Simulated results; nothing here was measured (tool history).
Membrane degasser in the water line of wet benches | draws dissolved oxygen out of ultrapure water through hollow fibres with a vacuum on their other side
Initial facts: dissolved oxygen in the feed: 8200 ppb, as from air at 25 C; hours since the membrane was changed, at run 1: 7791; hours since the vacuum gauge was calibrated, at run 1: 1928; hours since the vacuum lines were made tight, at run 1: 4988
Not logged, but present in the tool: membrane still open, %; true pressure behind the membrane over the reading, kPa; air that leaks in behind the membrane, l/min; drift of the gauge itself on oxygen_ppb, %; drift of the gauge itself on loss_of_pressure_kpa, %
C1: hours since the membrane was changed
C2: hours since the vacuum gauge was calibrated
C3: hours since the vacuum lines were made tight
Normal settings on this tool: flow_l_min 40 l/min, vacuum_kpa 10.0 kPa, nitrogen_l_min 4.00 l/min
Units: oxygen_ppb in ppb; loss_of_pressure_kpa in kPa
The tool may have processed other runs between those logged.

run 1 hour=0.0 | flow_l_min=40 vacuum_kpa=10.0 nitrogen_l_min=4.00 | C1=7791 C2=1928 C3=4988 | oxygen_ppb=484.3 loss_of_pressure_kpa=67.00
run 2 hour=110.8 | flow_l_min=40 vacuum_kpa=20.4 nitrogen_l_min=4.00 | C1=7902 C2=2039 C3=5099 | oxygen_ppb=698.1 loss_of_pressure_kpa=66.19
run 3 hour=270.7 | flow_l_min=40 vacuum_kpa=10.0 nitrogen_l_min=4.00 | C1=8062 C2=2199 C3=5259 | oxygen_ppb=489.0 loss_of_pressure_kpa=66.92
run 4 hour=462.7 | flow_l_min=40 vacuum_kpa=10.0 nitrogen_l_min=4.00 | C1=8254 C2=2391 C3=5451 | oxygen_ppb=490.2 loss_of_pressure_kpa=66.77
run 5 hour=575.6 | flow_l_min=40 vacuum_kpa=10.0 nitrogen_l_min=4.00 | C1=8366 C2=2504 C3=5564 | oxygen_ppb=485.3 loss_of_pressure_kpa=67.09
run 6 hour=695.7 | flow_l_min=40 vacuum_kpa=10.0 nitrogen_l_min=4.00 | C1=8487 C2=2624 C3=5684 | oxygen_ppb=488.5 loss_of_pressure_kpa=67.37
run 7 hour=883.9 | flow_l_min=40 vacuum_kpa=10.0 nitrogen_l_min=4.00 | C1=8675 C2=2812 C3=5872 | oxygen_ppb=488.9 loss_of_pressure_kpa=67.02
run 8 hour=1005.8 | flow_l_min=40 vacuum_kpa=10.0 nitrogen_l_min=4.00 | C1=8797 C2=2934 C3=5994 | oxygen_ppb=483.2 loss_of_pressure_kpa=67.11
run 9 hour=1136.6 | flow_l_min=40 vacuum_kpa=10.0 nitrogen_l_min=4.00 | C1=8928 C2=3065 C3=6125 | oxygen_ppb=492.0 loss_of_pressure_kpa=67.14
run 10 hour=1314.6 | flow_l_min=40 vacuum_kpa=10.0 nitrogen_l_min=4.00 | C1=9106 C2=3243 C3=6303 | oxygen_ppb=495.3 loss_of_pressure_kpa=67.10
run 11 hour=1398.0 | flow_l_min=40 vacuum_kpa=10.0 nitrogen_l_min=3.08 | C1=9189 C2=3326 C3=6386 | oxygen_ppb=532.5 loss_of_pressure_kpa=67.04
run 12 hour=1576.4 | flow_l_min=40 vacuum_kpa=10.0 nitrogen_l_min=3.08 | C1=9367 C2=3504 C3=6564 | oxygen_ppb=538.9 loss_of_pressure_kpa=67.33
run 13 hour=1671.2 | flow_l_min=40 vacuum_kpa=10.0 nitrogen_l_min=3.08 | C1=9462 C2=3599 C3=6659 | oxygen_ppb=541.0 loss_of_pressure_kpa=67.45
run 14 hour=1833.5 | flow_l_min=40 vacuum_kpa=10.0 nitrogen_l_min=3.08 | C1=9624 C2=3761 C3=6821 | oxygen_ppb=535.4 loss_of_pressure_kpa=67.58
run 15 hour=2016.1 | flow_l_min=46 vacuum_kpa=10.0 nitrogen_l_min=3.08 | C1=9807 C2=3944 C3=7004 | oxygen_ppb=712.2 loss_of_pressure_kpa=77.95
-- hour=2056.6 seals of the vacuum lines changed
run 16 hour=2116.9 | flow_l_min=40 vacuum_kpa=10.0 nitrogen_l_min=4.00 | C1=9906 C2=4043 C3=60 | oxygen_ppb=498.1 loss_of_pressure_kpa=67.27
run 17 hour=2311.3 | flow_l_min=40 vacuum_kpa=10.0 nitrogen_l_min=4.00 | C1=10100 C2=4237 C3=255 | oxygen_ppb=498.3 loss_of_pressure_kpa=67.73
run 18 hour=2494.6 | flow_l_min=49 vacuum_kpa=10.0 nitrogen_l_min=4.00 | C1=10283 C2=4421 C3=438 | oxygen_ppb=757.1 loss_of_pressure_kpa=82.65
run 19 hour=2669.2 | flow_l_min=33 vacuum_kpa=6.3 nitrogen_l_min=5.77 | C1=10458 C2=4595 C3=613 | oxygen_ppb=243.5 loss_of_pressure_kpa=56.51
run 20 hour=2847.1 | flow_l_min=50 vacuum_kpa=10.9 nitrogen_l_min=7.18 | C1=10636 C2=4773 C3=790 | oxygen_ppb=722.1 loss_of_pressure_kpa=85.24
run 21 hour=2969.5 | flow_l_min=28 vacuum_kpa=18.7 nitrogen_l_min=6.77 | C1=10758 C2=4895 C3=913 | oxygen_ppb=274.1 loss_of_pressure_kpa=47.70
run 22 hour=3110.6 | flow_l_min=40 vacuum_kpa=12.9 nitrogen_l_min=4.17 | C1=10899 C2=5037 C3=1054 | oxygen_ppb=561.4 loss_of_pressure_kpa=68.44
run 23 hour=3236.0 | flow_l_min=40 vacuum_kpa=10.0 nitrogen_l_min=2.37 | C1=11025 C2=5162 C3=1179 | oxygen_ppb=598.1 loss_of_pressure_kpa=68.34
run 24 hour=3344.7 | flow_l_min=40 vacuum_kpa=10.0 nitrogen_l_min=1.66 | C1=11134 C2=5271 C3=1288 | oxygen_ppb=693.0 loss_of_pressure_kpa=68.07
run 25 hour=3472.9 | flow_l_min=64 vacuum_kpa=19.6 nitrogen_l_min=4.00 | C1=11262 C2=5399 C3=1416 | oxygen_ppb=1464.1 loss_of_pressure_kpa=109.31
run 26 hour=3633.2 | flow_l_min=61 vacuum_kpa=15.9 nitrogen_l_min=3.24 | C1=11422 C2=5559 C3=1577 | oxygen_ppb=1350.0 loss_of_pressure_kpa=103.87
run 27 hour=3743.8 | flow_l_min=25 vacuum_kpa=10.0 nitrogen_l_min=5.41 | C1=11533 C2=5670 C3=1687 | oxygen_ppb=154.3 loss_of_pressure_kpa=42.98
run 28 hour=3906.6 | flow_l_min=25 vacuum_kpa=10.0 nitrogen_l_min=5.41 | C1=11695 C2=5833 C3=1850 | oxygen_ppb=155.3 loss_of_pressure_kpa=42.84
-- hour=3934.2 membrane cartridge changed
run 29 hour=4091.6 | flow_l_min=26 vacuum_kpa=13.8 nitrogen_l_min=9.54 | C1=157 C2=6014 C3=2031 | oxygen_ppb=132.9 loss_of_pressure_kpa=41.05
run 30 hour=4174.1 | flow_l_min=44 vacuum_kpa=9.2 nitrogen_l_min=4.00 | C1=240 C2=6096 C3=2113 | oxygen_ppb=517.8 loss_of_pressure_kpa=69.66
run 31 hour=4320.4 | flow_l_min=44 vacuum_kpa=9.2 nitrogen_l_min=4.00 | C1=386 C2=6242 C3=2260 | oxygen_ppb=502.5 loss_of_pressure_kpa=69.71
run 32 hour=4406.6 | flow_l_min=41 vacuum_kpa=9.2 nitrogen_l_min=10.63 | C1=472 C2=6329 C3=2346 | oxygen_ppb=356.2 loss_of_pressure_kpa=65.14
run 33 hour=4519.4 | flow_l_min=40 vacuum_kpa=10.0 nitrogen_l_min=2.91 | C1=585 C2=6441 C3=2459 | oxygen_ppb=486.8 loss_of_pressure_kpa=63.60

Pick out some run-to-run changes in oxygen_ppb. Of each, how much would a tool without hidden state show as well, from the settings, what came in and chance, and how much is left for the hidden state and any gauge scatter not in both results compared?
Run 18 -> 19: flow_l_min 49 -> 33, vacuum_kpa 10.0 -> 6.3, nitrogen_l_min 4.00 -> 5.77. oxygen_ppb -513.6 ppb: hidden state -53.4, all else -460.2.
Run 20 -> 21: flow_l_min 50 -> 28, vacuum_kpa 10.9 -> 18.7, nitrogen_l_min 7.18 -> 6.77. oxygen_ppb -448.0 ppb: hidden state -75.8, all else -372.2.
Run 24 -> 25: flow_l_min 40 -> 64, vacuum_kpa 10.0 -> 19.6, nitrogen_l_min 1.66 -> 4.00. oxygen_ppb +771.1 ppb: hidden state +63.6, all else +707.5.
Run 26 -> 27: flow_l_min 61 -> 25, vacuum_kpa 15.9 -> 10.0, nitrogen_l_min 3.24 -> 5.41. oxygen_ppb -1195.7 ppb: hidden state -118.1, all else -1077.6.

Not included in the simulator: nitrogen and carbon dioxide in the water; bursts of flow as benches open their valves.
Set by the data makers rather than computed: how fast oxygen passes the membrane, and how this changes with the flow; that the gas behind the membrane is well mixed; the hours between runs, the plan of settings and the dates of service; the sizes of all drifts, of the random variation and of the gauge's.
